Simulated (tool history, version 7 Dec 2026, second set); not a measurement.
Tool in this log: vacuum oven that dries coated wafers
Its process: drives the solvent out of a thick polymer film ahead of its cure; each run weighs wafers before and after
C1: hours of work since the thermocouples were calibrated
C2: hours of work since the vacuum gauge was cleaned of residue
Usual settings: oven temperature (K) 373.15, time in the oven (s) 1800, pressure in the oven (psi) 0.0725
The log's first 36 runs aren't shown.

run 37 hour=1400.8 | oven_temperature_(K)=373.15 time_in_the_oven_(s)=2220 pressure_in_the_oven_(psi)=0.1784 | C1=492 C2=1022 | solvent_left_in_the_film_(%)=1.69
run 38 hour=1449.7 | oven_temperature_(K)=384.15 time_in_the_oven_(s)=1440 pressure_in_the_oven_(psi)=0.0876 | C1=514 C2=1044 | solvent_left_in_the_film_(%)=0.79
run 39 hour=1481.8 | oven_temperature_(K)=384.15 time_in_the_oven_(s)=1800 pressure_in_the_oven_(psi)=0.0437 | C1=528 C2=1058 | solvent_left_in_the_film_(%)=0.39
run 40 hour=1516.8 | oven_temperature_(K)=384.15 time_in_the_oven_(s)=1800 pressure_in_the_oven_(psi)=0.0437 | C1=544 C2=1074 | solvent_left_in_the_film_(%)=0.35
run 41 hour=1553.9 | oven_temperature_(K)=377.15 time_in_the_oven_(s)=1800 pressure_in_the_oven_(psi)=0.0628 | C1=561 C2=1091 | solvent_left_in_the_film_(%)=1.22
run 42 hour=1593.7 | oven_temperature_(K)=377.15 time_in_the_oven_(s)=1800 pressure_in_the_oven_(psi)=0.0628 | C1=579 C2=1109 | solvent_left_in_the_film_(%)=1.2
run 43 hour=1623.9 | oven_temperature_(K)=377.15 time_in_the_oven_(s)=1800 pressure_in_the_oven_(psi)=0.0628 | C1=593 C2=1123 | solvent_left_in_the_film_(%)=1.21
run 44 hour=1647 | oven_temperature_(K)=377.15 time_in_the_oven_(s)=1800 pressure_in_the_oven_(psi)=0.0628 | C1=603 C2=1133 | solvent_left_in_the_film_(%)=1.22
run 45 hour=1675.1 | oven_temperature_(K)=377.15 time_in_the_oven_(s)=1800 pressure_in_the_oven_(psi)=0.0628 | C1=616 C2=1146 | solvent_left_in_the_film_(%)=1.2
run 46 hour=1713.8 | oven_temperature_(K)=384.15 time_in_the_oven_(s)=2520 pressure_in_the_oven_(psi)=0.1652 | C1=633 C2=1164 | solvent_left_in_the_film_(%)=0.48

Predict each of these 4 candidate next runs independently; none follows another, all start after run 46:
run A hour=1751.4 | oven_temperature_(K)=384.15 time_in_the_oven_(s)=2520 pressure_in_the_oven_(psi)=0.0647 | C1=651 C2=1181 | solvent_left_in_the_film_(%)=?
run B hour=1751.4 | oven_temperature_(K)=373.15 time_in_the_oven_(s)=1800 pressure_in_the_oven_(psi)=0.2145 | C1=651 C2=1181 | solvent_left_in_the_film_(%)=?
run C hour=1751.4 | oven_temperature_(K)=387.15 time_in_the_oven_(s)=2340 pressure_in_the_oven_(psi)=0.0725 | C1=651 C2=1181 | solvent_left_in_the_film_(%)=?
run D hour=1751.4 | oven_temperature_(K)=366.15 time_in_the_oven_(s)=1920 pressure_in_the_oven_(psi)=0.1935 | C1=651 C2=1181 | solvent_left_in_the_film_(%)=?

run=A solvent_left_in_the_film_(%)=0.26
run=B solvent_left_in_the_film_(%)=2.52
run=C solvent_left_in_the_film_(%)=0.23
run=D solvent_left_in_the_film_(%)=4.39
With the hidden condition removed and each run's random variation left untouched, the same runs would have given:
run=A solvent_left_in_the_film_(%)=0.2
run=B solvent_left_in_the_film_(%)=2.68
run=C solvent_left_in_the_film_(%)=0.17
run=D solvent_left_in_the_film_(%)=4.65

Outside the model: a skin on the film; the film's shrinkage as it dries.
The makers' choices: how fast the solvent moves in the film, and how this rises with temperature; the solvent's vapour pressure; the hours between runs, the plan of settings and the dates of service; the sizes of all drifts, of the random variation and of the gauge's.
